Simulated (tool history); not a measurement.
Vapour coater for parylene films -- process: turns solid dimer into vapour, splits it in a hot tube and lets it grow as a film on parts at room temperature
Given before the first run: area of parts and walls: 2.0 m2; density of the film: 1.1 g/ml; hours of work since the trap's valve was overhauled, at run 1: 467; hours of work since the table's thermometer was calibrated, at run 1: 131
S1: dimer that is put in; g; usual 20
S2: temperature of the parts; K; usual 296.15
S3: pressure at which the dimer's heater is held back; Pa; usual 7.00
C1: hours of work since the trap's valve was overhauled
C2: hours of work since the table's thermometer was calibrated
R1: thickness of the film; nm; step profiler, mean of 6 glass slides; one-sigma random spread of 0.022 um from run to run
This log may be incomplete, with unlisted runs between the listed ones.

run,hour,S1,S2,S3,C1,C2,R1
1,0.0,20,296.15,7.00,467,131,4550
2,9.7,20,296.15,7.00,474,138,4600
3,21.2,20,296.15,7.00,482,146,4580
4,31.3,20,300.15,7.00,489,153,3840
5,47.8,17,296.15,7.00,501,165,3890
6,60.0,20,303.15,7.00,510,173,3390
7,73.2,20,303.15,7.00,519,183,3360
8,84.6,13,296.15,7.00,527,191,2940
9,98.6,13,296.15,7.00,537,201,2980
10,117.0,20,296.15,7.00,550,214,4510
11,127.7,20,296.15,7.00,558,221,4530
12,144.6,20,296.15,7.00,570,233,4550
13,158.6,20,296.15,2.67,580,243,5250
14,178.2,20,296.15,2.67,594,257,5240
15,196.1,20,296.15,2.67,606,270,5250
16,210.9,20,296.15,4.47,617,281,4850
# hour 233.0: trap's valve overhauled
17,234.3,20,296.15,4.47,1,294,5100
18,244.2,20,296.15,4.47,8,301,5130
19,256.9,20,296.15,4.47,17,310,5100
20,270.3,20,300.15,7.00,26,320,4020
21,282.2,20,300.15,7.00,35,328,3990
22,303.2,20,300.15,7.00,50,343,3980
23,316.8,20,300.15,7.00,59,353,3980
24,335.3,20,300.15,7.00,73,366,3950
25,352.2,9,300.15,3.75,85,378,1960
26,368.4,20,299.15,3.01,96,390,4700
27,380.2,20,299.15,3.01,104,398,4750
28,391.1,20,289.15,4.56,112,406,6800
29,402.9,10,297.15,3.95,121,414,2450
30,418.1,10,300.15,8.51,131,425,1900
31,434.2,11,299.15,2.48,143,436,2650
32,454.6,10,295.15,3.87,157,451,2680
33,466.1,10,295.15,3.87,165,459,2670
34,483.0,13,301.15,4.24,177,471,2620
35,496.3,20,290.15,3.31,187,480,6750
36,507.7,20,289.15,3.47,195,488,6980
37,523.2,20,289.15,3.47,206,499,6980
38,543.8,17,299.15,4.11,221,514,3780
39,561.0,13,305.15,4.44,233,526,2190
40,577.0,13,305.15,3.36,244,537,2290
41,596.9,13,302.15,8.04,258,552,2270

What does the tool deliver on the next run?
42,614.9,13,302.15,8.04,271,564,?

For run 42 the tool returned R1 2290 nm.
With the hidden condition absent and the run-to-run variation left alone, this run would have shown R1 2370 nm.

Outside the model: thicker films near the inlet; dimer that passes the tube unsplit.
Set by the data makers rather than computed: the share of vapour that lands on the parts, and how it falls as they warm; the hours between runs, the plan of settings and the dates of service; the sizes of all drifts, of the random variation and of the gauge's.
